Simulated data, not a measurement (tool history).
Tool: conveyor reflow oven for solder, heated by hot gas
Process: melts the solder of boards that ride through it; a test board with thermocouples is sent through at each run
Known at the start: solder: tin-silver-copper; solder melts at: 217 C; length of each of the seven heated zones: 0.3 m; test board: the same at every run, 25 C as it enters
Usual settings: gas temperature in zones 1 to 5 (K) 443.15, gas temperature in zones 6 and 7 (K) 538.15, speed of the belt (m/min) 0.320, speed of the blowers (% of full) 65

run    hour  gas temperature in zones 1 to 5 (K)  gas temperature in zones 6 and 7 (K)  speed of the belt (m/min)  speed of the blowers (% of full)  highest temperature of the board (K)  time above the solder's melting point (s)
  1     0.0                               443.15                                538.15                      0.320                                65                                520.25                                       75.8
  2    41.8                               446.15                                538.15                      0.320                                65                                520.65                                       78.5
  3   129.6                               446.15                                538.15                      0.320                                65                                520.75                                       77.3
      151.9  -- flux residue cleaned out of gas plates and filters
  4   204.5                               446.15                                538.15                      0.320                                65                                520.75                                       77.9
  5   254.3                               442.15                                538.15                      0.320                                65                                519.85                                       74.8
  6   290.3                               442.15                                538.15                      0.320                                65                                520.35                                       74.5
  7   361.6                               442.15                                538.15                      0.320                                65                                520.05                                       73.9
  8   410.5                               458.15                                538.15                      0.320                                65                                522.75                                       87.1
      440.2  -- flux residue cleaned out of gas plates and filters
      488.0  -- belt drive overhauled, speed set with a stopwatch
  9   489.1                               458.15                                538.15                      0.320                                65                                523.15                                       87.8
 10   530.1                               443.15                                538.15                      0.379                                65                                513.25                                       53.8
 11   616.3                               452.15                                538.15                      0.320                                65                                521.85                                       81.9
 12   657.3                               445.15                                538.15                      0.320                                55                                517.15                                       70.2
      719.1  -- thermocouples of zones 6 and 7 changed
 13   721.3                               443.15                                542.15                      0.327                                65                                523.15                                       75.7
      732.7  -- flux residue cleaned out of gas plates and filters
 14   804.8                               443.15                                542.15                      0.327                                65                                522.75                                       76.4
 15   845.4                               443.15                                548.15                      0.327                                72                                530.75                                       85.6
 16   890.0                               443.15                                548.15                      0.327                                72                                530.15                                       85.1
 17   945.5                               444.15                                538.15                      0.345                                65                                517.65                                       66.2
     1020.9  -- flux residue cleaned out of gas plates and filters
 18  1022.4                               444.15                                538.15                      0.367                                65                                515.75                                       58.9
 19  1060.4                               441.15                                529.15                      0.303                                65                                514.15                                       71.0
 20  1134.3                               456.15                                542.15                      0.313                                81                                530.95                                       96.7
 21  1197.9                               456.15                                542.15                      0.313                                81                                530.05                                       97.4
 22  1254.7                               455.15                                538.15                      0.320                                65                                522.55                                       85.2

5 ways to go on from here, each from the tool as it stands after run 22. What would each give?
     1307.8  -- flux residue cleaned out of gas plates and filters
  A  1325.0                               455.15                                527.15                      0.358                                60                                     ?                                          ?
     1307.8  -- flux residue cleaned out of gas plates and filters
  B  1325.0                               443.15                                538.15                      0.320                                83                                     ?                                          ?
     1307.8  -- flux residue cleaned out of gas plates and filters
  C  1325.0                               443.15                                553.15                      0.320                                65                                     ?                                          ?
     1307.8  -- flux residue cleaned out of gas plates and filters
  D  1325.0                               455.15                                538.15                      0.376                                65                                     ?                                          ?
     1307.8  -- flux residue cleaned out of gas plates and filters
  E  1325.0                               434.15                                544.15                      0.348                                65                                     ?                                          ?

run  highest temperature of the board (K)  time above the solder's melting point (s)
  A                                508.35                                       54.4
  B                                524.55                                       83.2
  C                                533.35                                       89.0
  D                                517.25                                       64.2
  E                                519.85                                       63.9
Without the tool's hidden state the same runs would have given:
run  highest temperature of the board (K)  time above the solder's melting point (s)
  A                                508.45                                       54.4
  B                                524.55                                       83.2
  C                                533.35                                       89.0
  D                                517.25                                       64.2
  E                                519.95                                       63.9

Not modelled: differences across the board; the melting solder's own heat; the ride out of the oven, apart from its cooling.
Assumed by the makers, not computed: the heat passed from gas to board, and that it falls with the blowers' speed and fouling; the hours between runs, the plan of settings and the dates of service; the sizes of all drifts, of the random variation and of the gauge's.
